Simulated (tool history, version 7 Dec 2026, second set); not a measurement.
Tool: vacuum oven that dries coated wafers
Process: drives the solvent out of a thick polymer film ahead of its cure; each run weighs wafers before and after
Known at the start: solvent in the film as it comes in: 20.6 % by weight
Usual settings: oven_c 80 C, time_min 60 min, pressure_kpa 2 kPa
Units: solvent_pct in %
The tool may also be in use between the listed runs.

run	hour	oven_c	time_min	pressure_kpa	solvent_pct
1	0	80	60	2	3.76
2	11.3	80	60	2	3.79
3	20	92	60	2	1.03
4	29.1	92	60	2	1.04
5	41.6	92	60	2	1.06
6	52	80	60	2	3.75
7	62.6	81	60	1.84	3.32
8	70.6	90	35	3.63	3.55
9	82.4	90	35	3.63	3.57
10	94.6	90	35	2.87	3.32
11	105.3	69	72	1.57	6.98

Forecast each of these 5 alternatives for the next run:
A	115.4	86	72	2.33	?
B	115.4	69	72	1.29	?
C	115.4	68	96	1.19	?
D	115.4	69	46	1.57	?
E	115.4	75	31	2.02	?

run	solvent_pct
A	1.73
B	6.86
C	5.61
D	9.53
E	9.4
Without the tool's hidden state the same runs would have given:
run	solvent_pct
A	1.61
B	6.59
C	5.34
D	9.28
E	9.17
